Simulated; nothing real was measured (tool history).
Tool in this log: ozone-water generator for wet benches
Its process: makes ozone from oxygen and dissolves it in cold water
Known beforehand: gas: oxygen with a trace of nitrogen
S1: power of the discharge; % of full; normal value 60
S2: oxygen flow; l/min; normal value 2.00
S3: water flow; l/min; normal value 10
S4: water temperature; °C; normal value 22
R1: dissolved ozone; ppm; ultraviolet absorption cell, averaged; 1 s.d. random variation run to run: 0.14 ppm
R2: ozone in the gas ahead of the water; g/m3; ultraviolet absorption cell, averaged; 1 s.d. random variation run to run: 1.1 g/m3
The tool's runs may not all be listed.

run,hour,S1,S2,S3,S4,R1,R2
1,0.0,60,2.00,10,22,16.9,202.8
2,147.9,60,2.00,10,22,17.2,202.7
3,255.2,60,2.00,10,22,17.3,202.9
4,350.5,60,2.00,10,22,16.9,201.1
5,467.3,60,2.00,10,22,17.2,200.1
6,594.1,60,2.00,10,22,17.0,201.3
7,692.5,48,2.00,10,22,14.5,170.7
8,882.1,48,2.00,10,22,14.9,174.2
9,1066.8,60,1.29,10,22,15.9,248.8
10,1280.1,65,2.00,10,22,18.2,212.3
11,1366.3,65,2.00,13,22,13.8,212.5
12,1576.0,65,2.00,13,22,13.8,213.0
13,1704.1,65,2.00,13,22,13.9,215.8
14,1893.1,60,2.00,10,22,17.2,204.0
15,2054.4,60,2.00,10,22,17.1,203.2
16,2147.4,60,2.00,10,22,17.0,201.9
17,2277.8,60,2.00,10,22,17.3,203.5
18,2490.9,72,2.00,10,22,19.5,229.9
19,2624.2,74,2.95,9,22,22.3,195.6
20,2734.5,42,3.28,11,28,11.6,126.2
21,2852.6,88,2.22,9,14,27.5,254.4
22,3043.4,60,2.00,10,20,17.8,204.4
23,3157.1,60,2.00,11,22,15.7,205.9
24,3250.1,60,2.00,11,22,15.6,205.2
25,3433.7,60,2.00,14,25,11.7,205.0
26,3612.4,60,2.22,10,15,19.2,193.0
27,3704.3,60,2.00,15,22,11.3,207.3
28,3915.5,60,1.60,7,22,23.3,228.0
29,4117.5,62,1.60,11,22,15.3,232.9
30,4315.4,60,1.63,8,29,18.6,221.6
31,4475.3,60,1.63,15,29,10.0,222.7
32,4613.3,60,1.63,15,29,10.1,220.7
33,4817.0,60,1.63,15,29,9.9,223.7
34,4961.3,60,2.48,10,22,17.4,183.1

Removed from this log: 4 entries logged between the listed runs. Between which two listed runs does each belong, and how does the tool's hidden state at the listed run before it compare with that at the listed run after it?
Between runs 16 and 17: contactor cleaned (hour 2177.9)
  contactor's efficiency, % of a clean one's: 99.8 -> 100; drift of the gauge itself on gas_g_m3, %: 1.48 -> 1.56
  measured less the result without the state, R2: +2.4 -> +2.6 g/m3
Between runs 24 and 25: water thermometer calibrated (hour 3384.5)
  true water temperature over the reading, C: 0.01 -> 0; drift of the gauge itself on gas_g_m3, %: 2.23 -> 2.36
  measured less the result without the state, R2: +3.8 -> +4.1 g/m3
Between runs 28 and 29: electrodes of the discharge changed (hour 3997.4)
  yield of the discharge, % of new electrodes': 99.6 -> 100; drift of the gauge itself on gas_g_m3, %: 2.69 -> 2.82
  measured less the result without the state, R2: +5.1 -> +6.4 g/m3
Between runs 29 and 30: gauge calibrated (hour 4183.0)
  drift of the gauge itself on gas_g_m3, %: 2.82 -> 0.09
  measured less the result without the state, R2: +6.4 -> +0.1 g/m3
